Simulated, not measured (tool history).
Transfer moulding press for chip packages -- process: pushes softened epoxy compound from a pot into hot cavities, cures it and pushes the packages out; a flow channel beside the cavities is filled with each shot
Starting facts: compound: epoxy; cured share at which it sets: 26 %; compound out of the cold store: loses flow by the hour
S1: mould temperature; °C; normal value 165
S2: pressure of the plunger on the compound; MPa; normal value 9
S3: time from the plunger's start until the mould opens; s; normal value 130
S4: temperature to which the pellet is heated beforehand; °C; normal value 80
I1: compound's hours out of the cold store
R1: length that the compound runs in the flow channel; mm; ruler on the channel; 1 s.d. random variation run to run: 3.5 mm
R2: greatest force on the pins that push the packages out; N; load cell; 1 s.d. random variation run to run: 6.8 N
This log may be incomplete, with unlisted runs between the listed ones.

| run | hour | S1 | S2 | S3 | S4 | I1 | R1 | R2 |
|---|---|---|---|---|---|---|---|---|
| 1 | 0 | 165 | 9 | 130 | 80 | 14.4 | 745 | 330 |
|  | 47.3 | cavities cleaned with cleaning compound and waxed |
| 2 | 63 | 161 | 9 | 130 | 80 | 24.8 | 732 | 679 |
|  | 94.7 | cavities cleaned with cleaning compound and waxed |
| 3 | 124.6 | 161 | 9 | 130 | 80 | 35 | 705 | 509 |
|  | 142 | cavities cleaned with cleaning compound and waxed |
|  | 192.6 | cavities cleaned with cleaning compound and waxed |
| 4 | 205.1 | 161 | 9 | 130 | 80 | 41.7 | 678 | 429 |
|  | 239.3 | cavities cleaned with cleaning compound and waxed |
| 5 | 251.8 | 165 | 9 | 130 | 80 | 15.2 | 726 | 358 |
|  | 289.8 | cavities cleaned with cleaning compound and waxed |
|  | 302.7 | mould's thermocouples calibrated |
|  | 331 | plunger's sealing rings changed |
|  | 341.1 | cavities cleaned with cleaning compound and waxed |
| 6 | 341.2 | 165 | 9 | 130 | 80 | 20.8 | 726 | 292 |
|  | 390.8 | cavities cleaned with cleaning compound and waxed |
| 7 | 408.4 | 165 | 9 | 130 | 80 | 20.6 | 718 | 389 |
|  | 442.8 | cavities cleaned with cleaning compound and waxed |
|  | 452.1 | cavities cleaned with cleaning compound and waxed, once more |
| 8 | 453.6 | 165 | 9 | 130 | 80 | 9.5 | 756 | 296 |
|  | 501.6 | cavities cleaned with cleaning compound and waxed |
| 9 | 534.6 | 165 | 10.09 | 130 | 80 | 15.7 | 778 | 439 |
|  | 548.9 | cavities cleaned with cleaning compound and waxed |
| 10 | 591.8 | 165 | 10.09 | 130 | 80 | 41.1 | 702 | 444 |
|  | 601.7 | cavities cleaned with cleaning compound and waxed |
| 11 | 633.7 | 165 | 7.58 | 130 | 80 | 14.8 | 665 | 404 |
|  | 650.7 | cavities cleaned with cleaning compound and waxed |
| 12 | 678.5 | 165 | 9 | 130 | 80 | 16.5 | 724 | 399 |
|  | 703.4 | cavities cleaned with cleaning compound and waxed |
| 13 | 744.5 | 165 | 8.72 | 130 | 80 | 15.3 | 705 | 445 |
|  | 752.2 | cavities cleaned with cleaning compound and waxed |
|  | 800.5 | cavities cleaned with cleaning compound and waxed |
|  | 829.4 | plunger's sealing rings changed |
| 14 | 831.4 | 165 | 9 | 130 | 73 | 44.1 | 667 | 390 |
|  | 853 | cavities cleaned with cleaning compound and waxed |
| 15 | 896.2 | 165 | 9 | 130 | 73 | 28.7 | 709 | 452 |
|  | 901.6 | cavities cleaned with cleaning compound and waxed |
|  | 952.1 | cavities cleaned with cleaning compound and waxed |
| 16 | 984.9 | 161 | 9 | 158 | 73 | 34.4 | 714 | 421 |
|  | 1003.6 | cavities cleaned with cleaning compound and waxed |
| 17 | 1026.2 | 161 | 9 | 158 | 73 | 23.4 | 736 | 393 |
|  | 1051 | cavities cleaned with cleaning compound and waxed |
|  | 1101.3 | cavities cleaned with cleaning compound and waxed |
| 18 | 1111.3 | 161 | 9 | 158 | 73 | 24 | 732 | 337 |
|  | 1149.8 | cavities cleaned with cleaning compound and waxed |
| 19 | 1194.1 | 165 | 9 | 130 | 89 | 26.1 | 700 | 460 |
|  | 1203.3 | cavities cleaned with cleaning compound and waxed |
| 20 | 1233.2 | 165 | 9 | 146 | 70 | 30.8 | 686 | 379 |
|  | 1252.6 | cavities cleaned with cleaning compound and waxed |
| 21 | 1293 | 166 | 9 | 148 | 72 | 10.9 | 729 | 423 |
|  | 1299.5 | cavities cleaned with cleaning compound and waxed |
|  | 1321.1 | plunger's sealing rings changed |
| 22 | 1343.9 | 166 | 9 | 128 | 84 | 11.1 | 752 | 443 |
|  | 1352.3 | cavities cleaned with cleaning compound and waxed |
| 23 | 1392.4 | 166 | 9 | 128 | 84 | 38.6 | 679 | 429 |
|  | 1400.9 | cavities cleaned with cleaning compound and waxed |
| 24 | 1432 | 165 | 8.22 | 163 | 86 | 35.9 | 654 | 402 |
|  | 1449.7 | cavities cleaned with cleaning compound and waxed |
| 25 | 1487.8 | 165 | 8.22 | 163 | 86 | 43.5 | 635 | 401 |

4 ways to go on from here, each from the tool as it stands after run 25. What would each give?
|  | 1498.4 | cavities cleaned with cleaning compound and waxed |
|  | 1533.2 | mould's thermocouples calibrated |
|  | 1547 | cavities cleaned with cleaning compound and waxed |
| A | 1567.5 | 171 | 10.68 | 117 | 86 | 25.5 | ? | ? |
|  | 1498.4 | cavities cleaned with cleaning compound and waxed |
|  | 1533.2 | mould's thermocouples calibrated |
|  | 1547 | cavities cleaned with cleaning compound and waxed |
| B | 1567.5 | 165 | 8.22 | 163 | 74 | 11.1 | ? | ? |
|  | 1498.4 | cavities cleaned with cleaning compound and waxed |
|  | 1533.2 | mould's thermocouples calibrated |
|  | 1547 | cavities cleaned with cleaning compound and waxed |
| C | 1567.5 | 165 | 10.5 | 163 | 86 | 14.7 | ? | ? |
|  | 1498.4 | cavities cleaned with cleaning compound and waxed |
|  | 1533.2 | mould's thermocouples calibrated |
|  | 1547 | cavities cleaned with cleaning compound and waxed |
| D | 1567.5 | 165 | 8.75 | 169 | 84 | 42.9 | ? | ? |

| run | R1 | R2 |
|---|---|---|
| A | 729 | 362 |
| B | 711 | 367 |
| C | 794 | 354 |
| D | 650 | 373 |
Had the tool no hidden state, the same runs would have come out as:
| run | R1 | R2 |
|---|---|---|
| A | 743 | 263 |
| B | 723 | 267 |
| C | 809 | 258 |
| D | 662 | 273 |
